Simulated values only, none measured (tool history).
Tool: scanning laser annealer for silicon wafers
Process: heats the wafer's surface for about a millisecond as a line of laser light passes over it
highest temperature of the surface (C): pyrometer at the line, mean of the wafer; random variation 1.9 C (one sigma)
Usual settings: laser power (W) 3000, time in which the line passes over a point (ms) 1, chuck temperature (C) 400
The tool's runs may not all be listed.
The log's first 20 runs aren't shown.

run    hour  laser power (W)  time in which the line passes over a point (ms)  chuck temperature (C)  hours of work since the window was cleaned  hours of work since the power meter was calibrated  hours of work since the optics were aligned  highest temperature of the surface (C)
 21   945.7             3000                                                1                    400                                         339                                                1097                                          848                                    1096
 22  1003.4             3000                                             1.05                    405                                         367                                                1126                                          877                                    1123
 23  1052.1             3000                                             1.05                    400                                         391                                                1150                                          901                                    1116
 24  1117.4             2936                                             0.87                    387                                         424                                                1183                                          933                                    1013
 25  1166.6             2936                                             0.87                    387                                         448                                                1207                                          958                                    1011
 26  1222.6             2890                                             1.16                    415                                         476                                                1235                                          985                                    1142
 27  1277.3             3000                                                1                    433                                         503                                                1262                                         1012                                    1128
 28  1342.2             3000                                                1                    433                                         535                                                1294                                         1045                                    1125
 29  1375.9             3000                                             0.96                    404                                         552                                                1311                                         1061                                    1079
 30  1404.2             3000                                             0.96                    404                                         566                                                1325                                         1075                                    1077
 31  1464.1             2647                                             1.02                    404                                         596                                                1355                                         1105                                    1014
 32  1501.4             3086                                             1.02                    436                                         614                                                1373                                         1124                                    1157
 33  1537.2             2908                                             1.04                    417                                         632                                                1391                                         1141                                    1099
 34  1572.7             2908                                             1.04                    417                                         650                                                1408                                         1159                                    1101
 35  1602.6             3205                                             1.18                    391                                         665                                                1423                                         1174                                    1208
 36  1668.7             2935                                             1.04                    368                                         697                                                1456                                         1207                                    1055
 37  1724.2             2935                                             1.04                    368                                         725                                                1484                                         1234                                    1053
 38  1787.7             3000                                                1                    434                                         756                                                1515                                         1266                                    1123
 39  1839.3             2780                                                1                    434                                         782                                                1541                                         1291                                    1064
 40  1881.3             3047                                             1.14                    434                                         803                                                1561                                         1312                                    1189

4 ways to go on from here, each from the tool as it stands after run 40. What would each give?
  A  1942.9             3202                                             1.18                    400                                         833                                                1592                                         1343                                       ?
  B  1942.9             3047                                             1.08                    434                                         833                                                1592                                         1343                                       ?
  C  1942.9             3047                                             0.78                    434                                         833                                                1592                                         1343                                       ?
  D  1942.9             2841                                             1.13                    371                                         833                                                1592                                         1343                                       ?

run  highest temperature of the surface (C)
  A                                    1210
  B                                    1162
  C                                    1034
  D                                    1063
Without the tool's hidden state the same runs would have given:
run  highest temperature of the surface (C)
  A                                    1239
  B                                    1189
  C                                    1056
  D                                    1088
